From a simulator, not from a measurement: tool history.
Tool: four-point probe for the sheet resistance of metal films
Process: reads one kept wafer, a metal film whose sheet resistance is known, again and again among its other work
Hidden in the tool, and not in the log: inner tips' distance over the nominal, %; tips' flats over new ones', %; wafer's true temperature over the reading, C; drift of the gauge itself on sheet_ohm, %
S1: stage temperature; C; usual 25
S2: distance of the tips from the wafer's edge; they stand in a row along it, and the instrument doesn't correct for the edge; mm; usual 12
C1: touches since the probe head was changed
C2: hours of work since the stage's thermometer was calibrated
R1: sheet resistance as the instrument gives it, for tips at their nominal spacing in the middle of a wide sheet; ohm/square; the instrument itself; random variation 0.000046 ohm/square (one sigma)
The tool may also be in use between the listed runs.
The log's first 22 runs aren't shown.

run	hour	S1	S2	C1	C2	R1
23	240.6	25	58	15133	300	0.227547
24	253.2	25	58	15592	305	0.227573
25	263.5	25	58	15966	310	0.227458
26	276.0	25	12	16418	315	0.228819
27	287.7	27	14	16845	320	0.228356
28	297.0	25	15	17184	324	0.228283
29	309.0	25	15	17618	329	0.228274
30	317.3	25	15	17922	333	0.228284
31	329.8	24	19	18375	338	0.228053
32	344.9	24	19	18926	345	0.228055
33	359.0	19	25	19439	351	0.227897
34	370.6	19	25	19861	356	0.227883
35	380.1	18	7	20204	360	0.231722
36	388.6	18	7	20515	363	0.231610
37	399.1	35	6	20898	368	0.232229
38	413.8	35	6	21432	374	0.232353
39	426.9	35	18	21909	380	0.227475
40	437.3	35	18	22285	384	0.227476
41	450.9	20	3	22780	390	0.247313
42	466.2	20	3	23336	397	0.247314
43	472.7	32	6	23572	399	0.232340
44	482.2	28	17	23917	403	0.227808

Forecast each of these 4 alternatives for the next run:
A	497.3	20	8	24466	410	?
B	497.3	24	12	24466	410	?
C	497.3	29	24	24466	410	?
D	497.3	22	39	24466	410	?

run	R1
A	0.230459
B	0.228599
C	0.227430
D	0.227547
Without the tool's hidden state the same runs would have given:
run	R1
A	0.231066
B	0.229203
C	0.228032
D	0.228148
